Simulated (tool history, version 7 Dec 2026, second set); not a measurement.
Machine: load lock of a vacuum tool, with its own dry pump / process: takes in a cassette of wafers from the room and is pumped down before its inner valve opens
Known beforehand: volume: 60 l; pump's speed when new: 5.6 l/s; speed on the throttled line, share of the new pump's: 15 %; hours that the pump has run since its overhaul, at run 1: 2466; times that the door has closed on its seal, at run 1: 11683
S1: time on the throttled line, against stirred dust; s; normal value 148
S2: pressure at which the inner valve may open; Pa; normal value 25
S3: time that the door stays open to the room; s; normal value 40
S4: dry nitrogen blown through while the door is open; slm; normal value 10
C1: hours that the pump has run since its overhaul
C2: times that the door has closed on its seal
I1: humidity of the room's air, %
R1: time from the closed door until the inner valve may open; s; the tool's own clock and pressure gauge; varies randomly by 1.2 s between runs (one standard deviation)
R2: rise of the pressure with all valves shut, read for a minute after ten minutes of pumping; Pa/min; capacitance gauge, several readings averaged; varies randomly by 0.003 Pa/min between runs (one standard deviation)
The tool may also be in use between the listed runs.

Run 1, hour 0.0: usual settings; C1 2466; C2 11683; I1 44.7. Result: R1 216.4 s, R2 0.068 Pa/min.
Run 2, hour 292.5: usual settings but S3 62 s; C1 2758; C2 12823; I1 43.5. Result: R1 218.7 s, R2 0.080 Pa/min.
Run 3, hour 608.8: usual settings but S3 62 s; C1 3074; C2 14056; I1 47.7. Result: R1 218.8 s, R2 0.095 Pa/min.
Run 4, hour 946.4: usual settings but S3 62 s; C1 3412; C2 15372; I1 46.9. Result: R1 218.1 s, R2 0.091 Pa/min.
Run 5, hour 1175.2: usual settings; C1 3641; C2 16264; I1 48.7. Result: R1 220.4 s, R2 0.088 Pa/min.
Run 6, hour 1399.2: usual settings; C1 3865; C2 17138; I1 42.2. Result: R1 220.4 s, R2 0.095 Pa/min.
Run 7, hour 1720.8: usual settings; C1 4186; C2 18391; I1 45.8. Result: R1 220.5 s, R2 0.104 Pa/min.
Run 8, hour 1910.2: usual settings; C1 4376; C2 19130; I1 43.0. Result: R1 221.7 s, R2 0.102 Pa/min.
Run 9, hour 2166.3: usual settings; C1 4632; C2 20128; I1 42.2. Result: R1 219.3 s, R2 0.111 Pa/min.
Run 10, hour 2487.0: usual settings but S4 6 slm; C1 4953; C2 21379; I1 45.5. Result: R1 220.3 s, R2 0.127 Pa/min.
Run 11, hour 2882.8: usual settings but S4 6 slm; C1 5348; C2 22922; I1 42.9. Result: R1 220.3 s, R2 0.129 Pa/min.
Run 12, hour 3144.9: usual settings but S4 6 slm; C1 5611; C2 23944; I1 48.6. Result: R1 220.4 s, R2 0.140 Pa/min.
Run 13, hour 3418.7: usual settings; C1 5884; C2 25011; I1 43.6. Result: R1 221.2 s, R2 0.139 Pa/min.
Run 14, hour 3716.5: usual settings; C1 6182; C2 26172; I1 43.0. Result: R1 221.1 s, R2 0.146 Pa/min.
Run 15, hour 3992.7: usual settings but S3 84 s; C1 6458; C2 27249; I1 49.2. Result: R1 220.6 s, R2 0.170 Pa/min.
Run 16, hour 4171.0: usual settings but S3 31 s; C1 6637; C2 27944; I1 44.7. Result: R1 222.5 s, R2 0.162 Pa/min.
Run 17, hour 4518.8: usual settings but S3 31 s; C1 6984; C2 29300; I1 43.9. Result: R1 224.3 s, R2 0.171 Pa/min.
Run 18, hour 4855.2: usual settings but S3 31 s; C1 7321; C2 30612; I1 48.7. Result: R1 225.8 s, R2 0.179 Pa/min.
Run 19, hour 5147.9: usual settings but S1 218 s, S2 19 Pa, S3 81 s; C1 7613; C2 31752; I1 43.1. Result: R1 285.6 s, R2 0.199 Pa/min.
Run 20, hour 5442.7: usual settings but S1 91 s, S2 28 Pa, S3 231 s; C1 7908; C2 32902; I1 49.5. Result: R1 175.8 s, R2 0.241 Pa/min.
Run 21, hour 5774.2: usual settings but S2 24 Pa, S4 19 slm; C1 8240; C2 34194; I1 44.3. Result: R1 224.8 s, R2 0.209 Pa/min.
Run 22, hour 5962.3: usual settings but S1 194 s, S2 38 Pa, S3 87 s, S4 44 slm; C1 8428; C2 34927; I1 46.7. Result: R1 258.9 s, R2 0.205 Pa/min.
Run 23, hour 6245.4: usual settings but S1 194 s, S2 38 Pa, S3 87 s, S4 44 slm; C1 8711; C2 36031; I1 47.4. Result: R1 258.1 s, R2 0.211 Pa/min.
Run 24, hour 6502.1: usual settings but S1 194 s, S2 38 Pa, S3 87 s, S4 44 slm; C1 8968; C2 37032; I1 44.5. Result: R1 258.9 s, R2 0.222 Pa/min.
Run 25, hour 6843.0: usual settings but S1 194 s, S2 38 Pa, S3 87 s, S4 44 slm; C1 9309; C2 38361; I1 45.7. Result: R1 260.7 s, R2 0.236 Pa/min.
Run 26, hour 7218.7: usual settings but S2 33 Pa, S3 41 s, S4 18 slm; C1 9684; C2 39826; I1 46.6. Result: R1 223.5 s, R2 0.253 Pa/min.
Run 27, hour 7604.4: usual settings but S2 33 Pa, S3 41 s, S4 18 slm; C1 10070; C2 41329; I1 50.6. Result: R1 226.1 s, R2 0.276 Pa/min.
Run 28, hour 8017.2: usual settings but S3 41 s, S4 32 slm; C1 10483; C2 42939; I1 47.6. Result: R1 231.8 s, R2 0.282 Pa/min.
At hour 8257.2: dry pump taken out, an overhauled one fitted.
Run 29, hour 8284.8: usual settings but S3 41 s, S4 32 slm; C1 28; C2 43959; I1 44.0. Result: R1 216.0 s, R2 0.288 Pa/min.
Run 30, hour 8692.9: usual settings but S1 124 s, S3 41 s, S4 32 slm; C1 436; C2 45550; I1 42.3. Result: R1 193.0 s, R2 0.301 Pa/min.
Run 31, hour 8901.8: usual settings but S3 33 s; C1 645; C2 46364; I1 44.8. Result: R1 216.6 s, R2 0.324 Pa/min.

5 ways to go on from here, each from the tool as it stands after run 31. What would each give?
Run A, hour 9181.3: usual settings but S3 28 s; C1 924; C2 47454; I1 45.2. Result: R1 ?, R2 ?.
Run B, hour 9181.3: usual settings but S3 33 s, S4 4 slm; C1 924; C2 47454; I1 44.7. Result: R1 ?, R2 ?.
Run C, hour 9181.3: usual settings but S3 65 s, S4 25 slm; C1 924; C2 47454; I1 43.5. Result: R1 ?, R2 ?.
Run D, hour 9181.3: usual settings but S1 83 s, S2 19 Pa, S3 73 s; C1 924; C2 47454; I1 42.6. Result: R1 ?, R2 ?.
Run E, hour 9181.3: usual settings but S1 89 s, S2 18 Pa, S3 33 s; C1 924; C2 47454; I1 44.9. Result: R1 ?, R2 ?.

run     R1     R2
  A  216.4  0.331
  B  213.6  0.349
  C  216.0  0.329
  D  162.7  0.345
  E  168.3  0.333
Without the tool's hidden state the same runs would have given:
run     R1     R2
  A  215.7  0.022
  B  213.0  0.033
  C  215.3  0.020
  D  161.9  0.032
  E  167.5  0.021

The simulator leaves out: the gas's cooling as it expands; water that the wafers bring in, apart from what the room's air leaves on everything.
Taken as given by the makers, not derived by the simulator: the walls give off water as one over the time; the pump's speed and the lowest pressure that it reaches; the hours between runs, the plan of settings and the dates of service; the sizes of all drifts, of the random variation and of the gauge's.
